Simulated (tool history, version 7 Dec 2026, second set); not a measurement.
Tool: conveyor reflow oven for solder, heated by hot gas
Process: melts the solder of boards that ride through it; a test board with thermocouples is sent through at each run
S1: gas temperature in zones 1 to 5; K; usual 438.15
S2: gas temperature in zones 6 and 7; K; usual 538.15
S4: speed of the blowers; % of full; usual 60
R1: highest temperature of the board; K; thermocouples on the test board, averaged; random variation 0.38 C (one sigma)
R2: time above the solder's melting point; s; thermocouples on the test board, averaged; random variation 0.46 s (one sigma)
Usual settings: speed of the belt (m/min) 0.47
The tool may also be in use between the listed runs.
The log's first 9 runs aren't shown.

run 10 hour=179.1 | S1=438.15 S2=538.15 speed_of_the_belt_(m/min)=0.47 S4=60 | R1=519.75 R2=58.3
run 11 hour=193.1 | S1=438.15 S2=538.15 speed_of_the_belt_(m/min)=0.47 S4=60 | R1=520.15 R2=58.9
run 12 hour=209 | S1=438.15 S2=538.15 speed_of_the_belt_(m/min)=0.47 S4=60 | R1=519.65 R2=58.6
run 13 hour=232.3 | S1=438.15 S2=538.15 speed_of_the_belt_(m/min)=0.47 S4=60 | R1=519.15 R2=58.1
run 14 hour=243.3 | S1=438.15 S2=538.15 speed_of_the_belt_(m/min)=0.47 S4=60 | R1=520.05 R2=57.2
run 15 hour=264.9 | S1=438.15 S2=538.15 speed_of_the_belt_(m/min)=0.47 S4=60 | R1=519.65 R2=58.3
-- hour=286 flux residue cleaned out of gas plates and filters, once more
run 16 hour=288.2 | S1=431.15 S2=538.15 speed_of_the_belt_(m/min)=0.47 S4=54 | R1=519.15 R2=55.8
run 17 hour=302 | S1=439.15 S2=538.15 speed_of_the_belt_(m/min)=0.47 S4=75 | R1=526.55 R2=66.1
run 18 hour=311.9 | S1=443.15 S2=539.15 speed_of_the_belt_(m/min)=0.47 S4=69 | R1=526.35 R2=68.1
run 19 hour=336.2 | S1=438.15 S2=538.15 speed_of_the_belt_(m/min)=0.439 S4=60 | R1=524.25 R2=68.4
run 20 hour=349.3 | S1=438.15 S2=547.15 speed_of_the_belt_(m/min)=0.549 S4=70 | R1=527.15 R2=56.1
run 21 hour=370.3 | S1=438.15 S2=547.15 speed_of_the_belt_(m/min)=0.549 S4=70 | R1=527.85 R2=56.6
run 22 hour=382 | S1=438.15 S2=547.15 speed_of_the_belt_(m/min)=0.549 S4=70 | R1=527.15 R2=55.1
run 23 hour=406.7 | S1=438.15 S2=538.15 speed_of_the_belt_(m/min)=0.502 S4=60 | R1=520.15 R2=54.1
run 24 hour=429.7 | S1=438.15 S2=538.15 speed_of_the_belt_(m/min)=0.395 S4=60 | R1=527.35 R2=81.1
run 25 hour=445.7 | S1=438.15 S2=538.15 speed_of_the_belt_(m/min)=0.395 S4=60 | R1=527.35 R2=80.3
run 26 hour=456.2 | S1=438.15 S2=538.15 speed_of_the_belt_(m/min)=0.395 S4=60 | R1=527.75 R2=80.1
run 27 hour=472.2 | S1=445.15 S2=550.15 speed_of_the_belt_(m/min)=0.47 S4=65 | R1=535.25 R2=74.9
run 28 hour=482.3 | S1=426.15 S2=534.15 speed_of_the_belt_(m/min)=0.502 S4=78 | R1=518.75 R2=51.7
run 29 hour=496.7 | S1=426.15 S2=534.15 speed_of_the_belt_(m/min)=0.502 S4=78 | R1=518.95 R2=51.1
run 30 hour=507.5 | S1=426.15 S2=544.15 speed_of_the_belt_(m/min)=0.502 S4=80 | R1=527.95 R2=60.1

5 ways to go on from here, each from the tool as it stands after run 30. What would each give?
run A hour=531.8 | S1=426.15 S2=539.15 speed_of_the_belt_(m/min)=0.502 S4=82 | R1=? R2=?
run B hour=531.8 | S1=426.15 S2=532.15 speed_of_the_belt_(m/min)=0.406 S4=76 | R1=? R2=?
run C hour=531.8 | S1=431.15 S2=540.15 speed_of_the_belt_(m/min)=0.502 S4=54 | R1=? R2=?
run D hour=531.8 | S1=438.15 S2=538.15 speed_of_the_belt_(m/min)=0.47 S4=90 | R1=? R2=?
run E hour=531.8 | S1=426.15 S2=544.15 speed_of_the_belt_(m/min)=0.502 S4=78 | R1=? R2=?

run=A R1=524.75 R2=57.1
run=B R1=522.05 R2=71
run=C R1=517.45 R2=48.5
run=D R1=528.25 R2=69.5
run=E R1=527.55 R2=58.7
Without the tool's hidden state the same runs would have given:
run=A R1=524.95 R2=56.7
run=B R1=521.85 R2=70.1
run=C R1=517.25 R2=47.6
run=D R1=528.25 R2=68.7
run=E R1=527.75 R2=58.1

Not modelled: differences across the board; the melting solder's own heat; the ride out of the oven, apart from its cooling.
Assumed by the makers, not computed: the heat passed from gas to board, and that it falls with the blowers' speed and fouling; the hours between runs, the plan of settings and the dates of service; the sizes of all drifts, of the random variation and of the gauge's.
